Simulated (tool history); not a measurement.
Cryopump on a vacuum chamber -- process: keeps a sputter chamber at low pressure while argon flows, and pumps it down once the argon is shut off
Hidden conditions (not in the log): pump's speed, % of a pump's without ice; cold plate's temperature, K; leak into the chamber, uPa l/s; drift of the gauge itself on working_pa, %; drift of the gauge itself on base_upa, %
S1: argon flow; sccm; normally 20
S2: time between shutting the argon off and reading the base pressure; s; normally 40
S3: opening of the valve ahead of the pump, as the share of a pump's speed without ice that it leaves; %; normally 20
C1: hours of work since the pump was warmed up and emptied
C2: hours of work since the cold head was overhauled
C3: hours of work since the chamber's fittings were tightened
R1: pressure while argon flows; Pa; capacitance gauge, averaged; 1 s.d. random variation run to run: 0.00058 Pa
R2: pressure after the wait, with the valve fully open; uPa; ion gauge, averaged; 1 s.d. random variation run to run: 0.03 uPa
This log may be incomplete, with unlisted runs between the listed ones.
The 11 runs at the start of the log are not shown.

run   hour  S1   S2  S3   C1   C2   C3      R1    R2
 12  351.3  20   40  20  186  677  209  0.0772  1.62
 13  392.8  20   40  20  204  695  227  0.0781  1.68
 14  420.3  11   40  20  216  707  239  0.0423  1.68
 15  458.7  20   71  20  233  724  255  0.0773  1.12
 16    476  20   71  20  240  731  263   0.077  1.09
 17  497.8   9   40  20  249  741  272  0.0351  1.67
 18  538.2  18   78  20  267  758  290  0.0706  1.04
 19  568.1  18   78  20  280  771  303  0.0713  1.06
 20  586.3  18   78  20  288  779  311  0.0714  1.11
 21  610.3  10   78  29  298  790  321  0.0271  1.11
 22    647  22   44  16  314  805  337  0.1068  1.59
 23  676.3  22  124  56  327  818  350  0.0336  0.84
 24  694.1   9   60  42  334  826  357  0.0177  1.38
 25  724.2   9   60  42  348  839  370  0.0177  1.35
 26  743.7  24   28  16  356  847  379  0.1179  2.44
 27  760.3  24   28  16  363  854  386  0.1177  2.42
 28  798.1  24   28  16  380  871  402  0.1185  2.44
 29  833.4  24   28  16  395  886  418  0.1188  2.43
 30  854.2  11  166  16  404  895  427   0.055  0.85
 31  871.6  28  167  16  411  903  434  0.1392  0.86
 32  892.2  27  189  20  420  912  443  0.1089  0.81
 33  909.2  27  189  20  428  919  450   0.108  0.86
 34  949.6  19  189  20  445  936  468  0.0758  0.84

Branching from run 34: 4 alternative next runs. What would each branch give?
  A  977.6   9   40  20  457  949  480   ?   ?
  B  977.6  13   65  40  457  949  480   ?   ?
  C  977.6  27  189  30  457  949  480   ?   ?
  D  977.6  16  267  21  457  949  480   ?   ?

run      R1    R2
  A   0.037  1.96
  B  0.0277  1.47
  C  0.0756  0.89
  D  0.0626  0.77
Take away the tool's hidden state, keep each run's random variation, and the runs would have read:
run      R1    R2
  A  0.0343   1.5
  B  0.0237     1
  C  0.0674  0.43
  D  0.0577  0.32
